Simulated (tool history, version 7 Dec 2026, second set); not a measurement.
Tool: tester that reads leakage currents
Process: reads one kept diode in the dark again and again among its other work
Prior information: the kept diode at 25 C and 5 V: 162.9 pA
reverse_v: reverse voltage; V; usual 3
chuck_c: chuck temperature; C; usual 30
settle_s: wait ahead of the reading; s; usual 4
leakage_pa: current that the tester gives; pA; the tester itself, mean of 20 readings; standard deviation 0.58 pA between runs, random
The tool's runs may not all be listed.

run	hour	reverse_v	chuck_c	settle_s	leakage_pa
1	0	3	30	4	201.69
2	27.7	3	30	4	203.81
3	46.1	3	30	4	203.57
4	81.2	3	44	4	697.55
5	109.9	3	44	4	702.82
6	124.6	3	44	4	696.72
7	155.5	3	44	4	704.43
8	188.6	3	44	4	702.46
9	219.8	3	44	4	707.48
10	248.2	3	44	4	708.35
11	273.4	3	44	4	707.33
12	303.1	3	44	4	709.39
13	322	3	44	4	708.92
14	344.7	3	21	4	89
15	377.1	3	38	4	425.21
16	392.5	3	38	4	428.28
17	412.5	3	46	4	846.62
18	445.9	3	30	4	209.26
19	466	3	30	4	210.87
20	492.6	3	30	4	209.79
21	528.6	16.97	24	2.5	341.72
22	564.4	5.14	49	2.5	1508.18
23	585.5	4	39	3.04	561.8
24	613.6	4	26	0.52	174.55
25	648.7	4	34	0.52	364.92
26	676.2	4	34	0.52	363.79
27	701.7	4.41	40	0.41	656.03
28	735.5	4.41	40	0.41	655.48
29	765	3	23	4.32	111.69
30	782.8	12.18	47	2.47	2169.01
31	797.8	4.19	21	0.38	114.23
32	823	13.61	43	0.69	1662.37
33	855.2	1.65	30	1.68	151.06
34	885.9	2.39	30	2.03	191.19
35	918.8	2.39	30	2.03	189.65
36	952.3	3	42	4	628.17
37	985.3	2.99	51	1.69	1317.06
38	1008	4.86	51	1.69	1762.19
39	1038.3	4.86	51	1.69	1762.66

Branching from run 39: 5 alternative next runs. What would each branch give?
A	1053.3	1.61	51	1.69	?
B	1053.3	1.55	32	2.94	?
C	1053.3	12.58	30	4	?
D	1053.3	5.59	41	1.69	?
E	1053.3	16.98	26	1.34	?

run	leakage_pa
A	912.86
B	177.85
C	518.66
D	837.2
E	429.59
Without the tool's hidden state the same runs would have given:
run	leakage_pa
A	815.64
B	156.36
C	452.49
D	741.59
E	371.4
